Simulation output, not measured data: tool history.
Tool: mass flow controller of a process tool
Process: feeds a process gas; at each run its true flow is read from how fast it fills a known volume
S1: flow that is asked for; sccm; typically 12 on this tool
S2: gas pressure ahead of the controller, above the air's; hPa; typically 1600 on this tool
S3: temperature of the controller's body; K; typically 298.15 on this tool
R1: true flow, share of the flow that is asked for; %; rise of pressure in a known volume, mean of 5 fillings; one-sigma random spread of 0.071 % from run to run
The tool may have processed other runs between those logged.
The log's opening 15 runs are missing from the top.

| run | hour | S1 | S2 | S3 | R1 |
|---|---|---|---|---|---|
| 16 | 4832.6 | 12 | 2590 | 298.15 | 98.54 |
|  | 4947.8 | gauge calibrated |
| 17 | 5150.5 | 12 | 1600 | 298.15 | 99.54 |
| 18 | 5479.4 | 12 | 1600 | 298.15 | 99.25 |
| 19 | 5741.8 | 12 | 1600 | 298.15 | 99.15 |
| 20 | 6170.1 | 12 | 1600 | 298.15 | 99.15 |
| 21 | 6383.8 | 12 | 1600 | 298.15 | 99.18 |
| 22 | 6721.9 | 12 | 1600 | 298.15 | 98.94 |
| 23 | 7186.4 | 12 | 1600 | 298.15 | 98.68 |
| 24 | 7602.6 | 13 | 1440 | 298.15 | 98.54 |
| 25 | 8007.1 | 13 | 1440 | 298.15 | 98.47 |
| 26 | 8331.3 | 4 | 2340 | 298.15 | 98.55 |
| 27 | 8635.6 | 5 | 1600 | 308.15 | 97.05 |
| 28 | 8923.7 | 3 | 1600 | 307.15 | 96.89 |
| 29 | 9248.3 | 10 | 1460 | 312.15 | 96.5 |
| 30 | 9673.5 | 13 | 1600 | 311.15 | 96.72 |
|  | 9813.9 | controller's zero set anew |
| 31 | 10050.4 | 2 | 1600 | 301.15 | 97.25 |
| 32 | 10383.6 | 10 | 2680 | 300.15 | 98.07 |
|  | 10710.8 | gauge calibrated |
| 33 | 10788.2 | 12 | 1690 | 298.15 | 99.63 |
| 34 | 11168.8 | 16 | 1640 | 299.15 | 99.48 |
| 35 | 11553.1 | 16 | 1750 | 306.15 | 98.74 |
| 36 | 11904.7 | 13 | 2010 | 306.15 | 98.58 |
| 37 | 12351.6 | 2 | 1600 | 305.15 | 97.83 |
| 38 | 12795.6 | 12 | 1770 | 296.15 | 99.25 |
| 39 | 13245.1 | 12 | 1420 | 311.15 | 97.17 |
| 40 | 13452 | 12 | 1420 | 311.15 | 97.13 |

Run 41 is up next; what results do you expect?
| 41 | 13778.6 | 6 | 1420 | 293.15 | ? |

{"run 41": {"R1": 98.62}}
On a tool with no hidden condition, and with the same random variation, this run would have come out at R1 99.58 %.

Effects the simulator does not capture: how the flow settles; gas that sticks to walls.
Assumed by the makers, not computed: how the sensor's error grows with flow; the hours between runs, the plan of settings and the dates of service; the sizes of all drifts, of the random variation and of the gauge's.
